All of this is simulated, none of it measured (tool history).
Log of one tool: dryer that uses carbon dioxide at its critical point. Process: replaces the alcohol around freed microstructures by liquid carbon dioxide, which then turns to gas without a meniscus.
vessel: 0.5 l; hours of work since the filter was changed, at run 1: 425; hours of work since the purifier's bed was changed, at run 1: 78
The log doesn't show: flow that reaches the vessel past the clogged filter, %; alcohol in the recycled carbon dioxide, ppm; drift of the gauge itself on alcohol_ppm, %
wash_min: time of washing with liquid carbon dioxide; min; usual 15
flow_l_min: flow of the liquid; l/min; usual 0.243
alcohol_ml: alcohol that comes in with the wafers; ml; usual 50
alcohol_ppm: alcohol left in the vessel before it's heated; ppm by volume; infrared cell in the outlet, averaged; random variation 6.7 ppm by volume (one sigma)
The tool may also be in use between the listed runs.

run   hour  wash_min  flow_l_min  alcohol_ml  hours of work since the filter was changed  hours of work since the purifier's bed was changed  alcohol_ppm
  1    0.0        15       0.243          50                                         425                                                  78          401
  2   13.3        15       0.243          50                                         432                                                  85          420
  3   23.6        11       0.243          50                                         437                                                  90         1717
  4   35.5        11       0.210          50                                         443                                                  96         2995
  5   49.4        19       0.243          50                                         450                                                 103          103
  6   68.4        15       0.243          50                                         460                                                 113          422
  7   85.7        15       0.243          50                                         469                                                 122          418
      90.1  -- inlet filter changed
  8   97.3        15       0.243          50                                           4                                                 127          306
  9  113.5        15       0.190          50                                          12                                                 136         1011
 10  127.9        15       0.190          50                                          19                                                 143         1033
 11  148.3        15       0.190          50                                          30                                                 153         1009
 12  159.3        15       0.190          50                                          35                                                 159         1038
 13  170.7        15       0.190          50                                          41                                                 165         1038
 14  179.9        14       0.243          50                                          46                                                 170          451
 15  190.8        15       0.243          50                                          52                                                 175          312
 16  200.7        15       0.243          50                                          57                                                 180          312
 17  213.4        15       0.243          50                                          63                                                 187          321
 18  228.1        15       0.243          73                                          71                                                 194          462
 19  248.4        15       0.347          73                                          81                                                 205           64
 20  262.8        15       0.347          73                                          88                                                 212           53
 21  274.2        15       0.243          24                                          94                                                 218          156
 22  283.2        15       0.243          86                                          99                                                 222          553
 23  295.8        15       0.243          86                                         105                                                 229          564

Run 24 comes next. What will it give?
 24  307.0        16       0.293          81                                         111                                                 235            ?

{"run 24": {"alcohol_ppm": 117}}
Without the tool's hidden state the same run would have given alcohol_ppm 98 ppm by volume.

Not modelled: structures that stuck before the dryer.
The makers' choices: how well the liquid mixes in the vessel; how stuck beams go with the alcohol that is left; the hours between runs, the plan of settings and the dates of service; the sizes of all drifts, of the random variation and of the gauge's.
